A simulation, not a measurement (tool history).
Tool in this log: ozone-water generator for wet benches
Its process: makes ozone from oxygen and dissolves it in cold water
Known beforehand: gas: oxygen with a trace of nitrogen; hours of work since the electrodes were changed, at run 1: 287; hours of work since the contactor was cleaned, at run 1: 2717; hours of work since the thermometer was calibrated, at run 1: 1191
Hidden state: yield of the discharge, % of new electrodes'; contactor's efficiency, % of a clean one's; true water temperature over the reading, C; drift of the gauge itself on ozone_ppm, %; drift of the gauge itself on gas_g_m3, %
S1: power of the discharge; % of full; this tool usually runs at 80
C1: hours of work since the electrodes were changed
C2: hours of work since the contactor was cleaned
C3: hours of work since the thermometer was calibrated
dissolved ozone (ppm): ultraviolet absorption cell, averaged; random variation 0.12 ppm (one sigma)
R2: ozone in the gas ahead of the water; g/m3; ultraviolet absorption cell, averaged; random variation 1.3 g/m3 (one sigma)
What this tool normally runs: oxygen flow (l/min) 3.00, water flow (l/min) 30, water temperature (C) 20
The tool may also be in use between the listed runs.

run 1 hour=0.0 | S1=80 oxygen_flow_(l/min)=3.00 water_flow_(l/min)=30 water_temperature_(C)=20 | C1=287 C2=2717 C3=1191 | dissolved_ozone_(ppm)=8.9 R2=229.5
run 2 hour=22.2 | S1=80 oxygen_flow_(l/min)=4.51 water_flow_(l/min)=30 water_temperature_(C)=20 | C1=302 C2=2732 C3=1207 | dissolved_ozone_(ppm)=10.1 R2=194.6
run 3 hour=53.2 | S1=80 oxygen_flow_(l/min)=4.51 water_flow_(l/min)=33 water_temperature_(C)=20 | C1=324 C2=2753 C3=1228 | dissolved_ozone_(ppm)=8.9 R2=192.6
-- hour=75.9 contactor cleaned
run 4 hour=82.8 | S1=80 oxygen_flow_(l/min)=4.51 water_flow_(l/min)=33 water_temperature_(C)=20 | C1=341 C2=5 C3=1245 | dissolved_ozone_(ppm)=9.8 R2=193.2
run 5 hour=117.7 | S1=80 oxygen_flow_(l/min)=3.00 water_flow_(l/min)=30 water_temperature_(C)=20 | C1=365 C2=29 C3=1269 | dissolved_ozone_(ppm)=9.6 R2=230.0
run 6 hour=158.9 | S1=80 oxygen_flow_(l/min)=3.00 water_flow_(l/min)=30 water_temperature_(C)=20 | C1=393 C2=57 C3=1297 | dissolved_ozone_(ppm)=9.4 R2=227.3
run 7 hour=178.3 | S1=80 oxygen_flow_(l/min)=3.00 water_flow_(l/min)=30 water_temperature_(C)=20 | C1=406 C2=70 C3=1311 | dissolved_ozone_(ppm)=9.5 R2=230.9
run 8 hour=203.3 | S1=42 oxygen_flow_(l/min)=3.00 water_flow_(l/min)=30 water_temperature_(C)=20 | C1=424 C2=87 C3=1328 | dissolved_ozone_(ppm)=6.7 R2=156.7
run 9 hour=224.9 | S1=42 oxygen_flow_(l/min)=3.00 water_flow_(l/min)=30 water_temperature_(C)=20 | C1=438 C2=102 C3=1342 | dissolved_ozone_(ppm)=6.6 R2=160.0
run 10 hour=263.5 | S1=80 oxygen_flow_(l/min)=3.00 water_flow_(l/min)=30 water_temperature_(C)=21 | C1=465 C2=128 C3=1369 | dissolved_ozone_(ppm)=9.3 R2=226.9
run 11 hour=299.2 | S1=80 oxygen_flow_(l/min)=3.00 water_flow_(l/min)=30 water_temperature_(C)=23 | C1=489 C2=153 C3=1393 | dissolved_ozone_(ppm)=9.0 R2=227.9
run 12 hour=336.2 | S1=80 oxygen_flow_(l/min)=3.00 water_flow_(l/min)=30 water_temperature_(C)=20 | C1=514 C2=178 C3=1418 | dissolved_ozone_(ppm)=9.2 R2=227.3
run 13 hour=355.7 | S1=80 oxygen_flow_(l/min)=3.00 water_flow_(l/min)=30 water_temperature_(C)=20 | C1=528 C2=191 C3=1432 | dissolved_ozone_(ppm)=9.3 R2=226.4
run 14 hour=380.5 | S1=80 oxygen_flow_(l/min)=3.00 water_flow_(l/min)=30 water_temperature_(C)=20 | C1=545 C2=208 C3=1449 | dissolved_ozone_(ppm)=9.4 R2=226.7
run 15 hour=418.2 | S1=80 oxygen_flow_(l/min)=2.03 water_flow_(l/min)=30 water_temperature_(C)=20 | C1=570 C2=234 C3=1475 | dissolved_ozone_(ppm)=8.1 R2=267.0
run 16 hour=443.0 | S1=80 oxygen_flow_(l/min)=2.03 water_flow_(l/min)=30 water_temperature_(C)=20 | C1=587 C2=251 C3=1491 | dissolved_ozone_(ppm)=8.1 R2=265.4
run 17 hour=479.2 | S1=99 oxygen_flow_(l/min)=2.15 water_flow_(l/min)=42 water_temperature_(C)=20 | C1=612 C2=276 C3=1516 | dissolved_ozone_(ppm)=6.1 R2=293.4
run 18 hour=501.1 | S1=47 oxygen_flow_(l/min)=2.15 water_flow_(l/min)=20 water_temperature_(C)=20 | C1=627 C2=291 C3=1531 | dissolved_ozone_(ppm)=9.5 R2=192.3

The next listed run, before its measurement:
run 19 hour=542.4 | S1=77 oxygen_flow_(l/min)=1.87 water_flow_(l/min)=29 water_temperature_(C)=18 | C1=655 C2=319 C3=1559 | dissolved_ozone_(ppm)=? R2=?

{"run 19": {"dissolved ozone (ppm)": 8.0, "R2": 269.9}}
On a tool with no hidden condition, and with the same random variation, this run would have come out at dissolved ozone (ppm) 8.5, R2 281.4 g/m3.

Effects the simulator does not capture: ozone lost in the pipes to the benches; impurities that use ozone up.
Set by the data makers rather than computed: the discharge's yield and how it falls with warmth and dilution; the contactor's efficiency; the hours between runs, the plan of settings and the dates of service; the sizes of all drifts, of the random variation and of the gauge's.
